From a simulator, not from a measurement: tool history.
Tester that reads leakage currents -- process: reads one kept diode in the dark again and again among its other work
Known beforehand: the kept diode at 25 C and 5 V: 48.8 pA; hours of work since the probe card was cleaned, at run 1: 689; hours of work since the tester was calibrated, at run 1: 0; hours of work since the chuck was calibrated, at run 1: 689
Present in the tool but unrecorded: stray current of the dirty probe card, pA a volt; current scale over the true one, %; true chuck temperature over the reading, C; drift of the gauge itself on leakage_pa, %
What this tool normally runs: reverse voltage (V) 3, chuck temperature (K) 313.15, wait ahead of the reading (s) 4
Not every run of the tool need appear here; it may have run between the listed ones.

| run | hour | reverse voltage (V) | chuck temperature (K) | wait ahead of the reading (s) | hours of work since the probe card was cleaned | hours of work since the tester was calibrated | hours of work since the chuck was calibrated | current that the tester gives (pA) |
|---|---|---|---|---|---|---|---|---|
| 1 | 0 | 3 | 313.15 | 4 | 689 | 0 | 689 | 136.74 |
| 2 | 88.8 | 3 | 313.15 | 4 | 759 | 70 | 759 | 135.64 |
| 3 | 287.7 | 3 | 313.15 | 4 | 915 | 226 | 915 | 133.84 |
| 4 | 398.3 | 3 | 313.15 | 4 | 1002 | 313 | 1002 | 131.81 |
| 5 | 496.8 | 3 | 306.15 | 4 | 1079 | 390 | 1079 | 70.82 |
| 6 | 665.2 | 3 | 306.15 | 4 | 1212 | 522 | 1212 | 69.81 |
| 7 | 858.8 | 17.58 | 306.15 | 4 | 1364 | 674 | 1364 | 178.95 |
| 8 | 985.8 | 2.52 | 313.15 | 4 | 1463 | 774 | 1463 | 115.13 |
| 9 | 1098.6 | 3 | 313.15 | 4 | 1552 | 862 | 1552 | 125.04 |
| 10 | 1282 | 3 | 313.15 | 4 | 1696 | 1006 | 1696 | 122.38 |
|  | 1314.8 | chuck's temperature calibrated |
|  | 1392.5 | probe card cleaned and baked |
| 11 | 1468.9 | 3 | 313.15 | 4 | 60 | 1149 | 119 | 145.37 |
|  | 1480.1 | tester calibrated |
| 12 | 1621 | 3 | 322.15 | 4 | 178 | 111 | 236 | 306.9 |
| 13 | 1724.7 | 3 | 314.15 | 4 | 259 | 192 | 318 | 155.3 |
| 14 | 1835.9 | 1.66 | 321.15 | 1.81 | 347 | 279 | 405 | 205 |
| 15 | 2011.7 | 2.33 | 321.15 | 2.77 | 485 | 417 | 543 | 238.67 |
| 16 | 2105.1 | 2.1 | 333.15 | 0.69 | 558 | 491 | 616 | 592.63 |
| 17 | 2277.4 | 2.24 | 324.15 | 0.89 | 693 | 626 | 752 | 294.89 |
|  | 2348 | tester calibrated, once more |
| 18 | 2478.6 | 2.24 | 304.15 | 7.59 | 850 | 103 | 908 | 51.96 |
| 19 | 2595.5 | 2.24 | 304.15 | 7.59 | 941 | 194 | 1000 | 51.36 |
| 20 | 2771.2 | 3 | 309.15 | 4 | 1079 | 332 | 1138 | 92.4 |
| 21 | 2853.6 | 2.43 | 324.15 | 0.72 | 1144 | 397 | 1202 | 294.93 |
| 22 | 3023.8 | 17.51 | 295.15 | 7.1 | 1277 | 531 | 1336 | 71.09 |

Hidden state or all else? Some run-to-run changes of current that the tester gives (pA), split into what the settings, what came in and random variation would give without the hidden state, and what is left for the hidden state (with any gauge scatter that isn't in both results):
Run 15 -> 16: reverse voltage (V) 2.33 -> 2.1, chuck temperature (K) 321.15 -> 333.15, wait ahead of the reading (s) 2.77 -> 0.69. current that the tester gives (pA) +353.96: hidden state -25.16, all else +379.12.
Run 16 -> 17: reverse voltage (V) 2.1 -> 2.24, chuck temperature (K) 333.15 -> 324.15, wait ahead of the reading (s) 0.69 -> 0.89. current that the tester gives (pA) -297.74: hidden state +14.65, all else -312.39.
Run 20 -> 21: reverse voltage (V) 3 -> 2.43, chuck temperature (K) 309.15 -> 324.15, wait ahead of the reading (s) 4 -> 0.72. current that the tester gives (pA) +202.53: hidden state -28.33, all else +230.86.
Run 21 -> 22: reverse voltage (V) 2.43 -> 17.51, chuck temperature (K) 324.15 -> 295.15, wait ahead of the reading (s) 0.72 -> 7.1. current that the tester gives (pA) -223.84: hidden state +40.6, all else -264.44.
